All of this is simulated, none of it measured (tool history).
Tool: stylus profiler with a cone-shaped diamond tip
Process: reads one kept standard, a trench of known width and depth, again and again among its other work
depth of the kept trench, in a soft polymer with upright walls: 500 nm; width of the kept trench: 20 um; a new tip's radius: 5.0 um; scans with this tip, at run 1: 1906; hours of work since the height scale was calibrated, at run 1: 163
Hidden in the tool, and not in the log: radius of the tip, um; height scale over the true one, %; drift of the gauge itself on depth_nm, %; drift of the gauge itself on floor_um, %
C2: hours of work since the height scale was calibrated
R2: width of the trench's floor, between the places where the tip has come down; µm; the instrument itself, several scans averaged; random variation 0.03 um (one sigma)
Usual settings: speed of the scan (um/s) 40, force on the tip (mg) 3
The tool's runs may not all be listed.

run 1 day=0 | speed_of_the_scan_(um/s)=40 force_on_the_tip_(mg)=3 | scans_with_this_tip=1906 C2=163 | depth_of_the_trench_(Å)=5063.1 R2=15.07
run 2 day=0.529 | speed_of_the_scan_(um/s)=40 force_on_the_tip_(mg)=3 | scans_with_this_tip=2015 C2=172 | depth_of_the_trench_(Å)=5063.5 R2=15.06
run 3 day=1.15 | speed_of_the_scan_(um/s)=49 force_on_the_tip_(mg)=3 | scans_with_this_tip=2144 C2=183 | depth_of_the_trench_(Å)=5064.5 R2=15.02
run 4 day=1.742 | speed_of_the_scan_(um/s)=49 force_on_the_tip_(mg)=3 | scans_with_this_tip=2268 C2=194 | depth_of_the_trench_(Å)=5064.5 R2=15.1
run 5 day=2.029 | speed_of_the_scan_(um/s)=40 force_on_the_tip_(mg)=5.47 | scans_with_this_tip=2327 C2=199 | depth_of_the_trench_(Å)=5091.8 R2=15.07
run 6 day=2.333 | speed_of_the_scan_(um/s)=24 force_on_the_tip_(mg)=3 | scans_with_this_tip=2390 C2=204 | depth_of_the_trench_(Å)=5062.1 R2=15.11
run 7 day=2.896 | speed_of_the_scan_(um/s)=24 force_on_the_tip_(mg)=3 | scans_with_this_tip=2507 C2=214 | depth_of_the_trench_(Å)=5062.9 R2=15.08
run 8 day=3.483 | speed_of_the_scan_(um/s)=24 force_on_the_tip_(mg)=3 | scans_with_this_tip=2629 C2=225 | depth_of_the_trench_(Å)=5064.2 R2=15.13
run 9 day=3.762 | speed_of_the_scan_(um/s)=24 force_on_the_tip_(mg)=3 | scans_with_this_tip=2688 C2=230 | depth_of_the_trench_(Å)=5062.8 R2=15.02
run 10 day=4.15 | speed_of_the_scan_(um/s)=24 force_on_the_tip_(mg)=3 | scans_with_this_tip=2768 C2=236 | depth_of_the_trench_(Å)=5064.7 R2=15.02
run 11 day=4.625 | speed_of_the_scan_(um/s)=24 force_on_the_tip_(mg)=3 | scans_with_this_tip=2866 C2=245 | depth_of_the_trench_(Å)=5062.9 R2=14.99
-- day=4.688 height scale calibrated on a step standard
run 12 day=5.038 | speed_of_the_scan_(um/s)=24 force_on_the_tip_(mg)=2.68 | scans_with_this_tip=2948 C2=6 | depth_of_the_trench_(Å)=5061.8 R2=15.04
run 13 day=5.517 | speed_of_the_scan_(um/s)=24 force_on_the_tip_(mg)=2.68 | scans_with_this_tip=3047 C2=15 | depth_of_the_trench_(Å)=5062.2 R2=14.97
run 14 day=5.925 | speed_of_the_scan_(um/s)=40 force_on_the_tip_(mg)=3 | scans_with_this_tip=3132 C2=22 | depth_of_the_trench_(Å)=5065.9 R2=14.99
-- day=5.996 height scale calibrated on a step standard, once more
run 15 day=6.562 | speed_of_the_scan_(um/s)=40 force_on_the_tip_(mg)=3 | scans_with_this_tip=3261 C2=10 | depth_of_the_trench_(Å)=5063.9 R2=14.87
run 16 day=6.883 | speed_of_the_scan_(um/s)=40 force_on_the_tip_(mg)=3 | scans_with_this_tip=3327 C2=16 | depth_of_the_trench_(Å)=5061.4 R2=14.93
run 17 day=7.325 | speed_of_the_scan_(um/s)=40 force_on_the_tip_(mg)=3 | scans_with_this_tip=3419 C2=24 | depth_of_the_trench_(Å)=5063.6 R2=14.89
run 18 day=7.633 | speed_of_the_scan_(um/s)=40 force_on_the_tip_(mg)=3 | scans_with_this_tip=3482 C2=29 | depth_of_the_trench_(Å)=5061.9 R2=14.82
run 19 day=8.129 | speed_of_the_scan_(um/s)=40 force_on_the_tip_(mg)=3 | scans_with_this_tip=3586 C2=38 | depth_of_the_trench_(Å)=5064.6 R2=14.83
run 20 day=8.433 | speed_of_the_scan_(um/s)=40 force_on_the_tip_(mg)=3 | scans_with_this_tip=3649 C2=43 | depth_of_the_trench_(Å)=5064.3 R2=14.85
run 21 day=8.754 | speed_of_the_scan_(um/s)=16 force_on_the_tip_(mg)=1.41 | scans_with_this_tip=3716 C2=49 | depth_of_the_trench_(Å)=5040.2 R2=14.92
run 22 day=9.112 | speed_of_the_scan_(um/s)=16 force_on_the_tip_(mg)=1.41 | scans_with_this_tip=3790 C2=55 | depth_of_the_trench_(Å)=5038.8 R2=14.94
run 23 day=9.575 | speed_of_the_scan_(um/s)=23 force_on_the_tip_(mg)=1.73 | scans_with_this_tip=3886 C2=64 | depth_of_the_trench_(Å)=5046.3 R2=14.83
run 24 day=10.017 | speed_of_the_scan_(um/s)=40 force_on_the_tip_(mg)=4.73 | scans_with_this_tip=3978 C2=71 | depth_of_the_trench_(Å)=5087.5 R2=14.89
run 25 day=10.592 | speed_of_the_scan_(um/s)=31 force_on_the_tip_(mg)=6.32 | scans_with_this_tip=4098 C2=82 | depth_of_the_trench_(Å)=5102.5 R2=14.89
run 26 day=10.996 | speed_of_the_scan_(um/s)=26 force_on_the_tip_(mg)=8.03 | scans_with_this_tip=4181 C2=89 | depth_of_the_trench_(Å)=5120.9 R2=14.89
run 27 day=11.612 | speed_of_the_scan_(um/s)=58 force_on_the_tip_(mg)=2.35 | scans_with_this_tip=4309 C2=100 | depth_of_the_trench_(Å)=5057.7 R2=14.64
run 28 day=12.192 | speed_of_the_scan_(um/s)=58 force_on_the_tip_(mg)=2.35 | scans_with_this_tip=4430 C2=110 | depth_of_the_trench_(Å)=5054.3 R2=14.55
run 29 day=12.708 | speed_of_the_scan_(um/s)=58 force_on_the_tip_(mg)=2.35 | scans_with_this_tip=4537 C2=119 | depth_of_the_trench_(Å)=5056.1 R2=14.59
run 30 day=13.071 | speed_of_the_scan_(um/s)=58 force_on_the_tip_(mg)=2.35 | scans_with_this_tip=4612 C2=126 | depth_of_the_trench_(Å)=5054.5 R2=14.56
run 31 day=13.546 | speed_of_the_scan_(um/s)=58 force_on_the_tip_(mg)=2.35 | scans_with_this_tip=4711 C2=134 | depth_of_the_trench_(Å)=5056 R2=14.51
run 32 day=14.025 | speed_of_the_scan_(um/s)=58 force_on_the_tip_(mg)=2.35 | scans_with_this_tip=4811 C2=143 | depth_of_the_trench_(Å)=5057.3 R2=14.6
run 33 day=14.608 | speed_of_the_scan_(um/s)=58 force_on_the_tip_(mg)=2.35 | scans_with_this_tip=4932 C2=153 | depth_of_the_trench_(Å)=5054 R2=14.44
run 34 day=14.908 | speed_of_the_scan_(um/s)=43 force_on_the_tip_(mg)=1.26 | scans_with_this_tip=4994 C2=158 | depth_of_the_trench_(Å)=5039.3 R2=14.49

4 ways to go on from here, each from the tool as it stands after run 34. What would each give?
run A day=15.317 | speed_of_the_scan_(um/s)=36 force_on_the_tip_(mg)=3.45 | scans_with_this_tip=5079 C2=165 | depth_of_the_trench_(Å)=? R2=?
run B day=15.317 | speed_of_the_scan_(um/s)=40 force_on_the_tip_(mg)=4.17 | scans_with_this_tip=5079 C2=165 | depth_of_the_trench_(Å)=? R2=?
run C day=15.317 | speed_of_the_scan_(um/s)=46 force_on_the_tip_(mg)=3.41 | scans_with_this_tip=5079 C2=165 | depth_of_the_trench_(Å)=? R2=?
run D day=15.317 | speed_of_the_scan_(um/s)=84 force_on_the_tip_(mg)=2.38 | scans_with_this_tip=5079 C2=165 | depth_of_the_trench_(Å)=? R2=?

run=A depth_of_the_trench_(Å)=5070.9 R2=14.68
run=B depth_of_the_trench_(Å)=5080.1 R2=14.69
run=C depth_of_the_trench_(Å)=5071.2 R2=14.65
run=D depth_of_the_trench_(Å)=5056.4 R2=14.3
Without the tool's hidden state the same runs would have given:
run=A depth_of_the_trench_(Å)=5066.6 R2=15.46
run=B depth_of_the_trench_(Å)=5075.8 R2=15.47
run=C depth_of_the_trench_(Å)=5066.9 R2=15.43
run=D depth_of_the_trench_(Å)=5052.2 R2=15.08
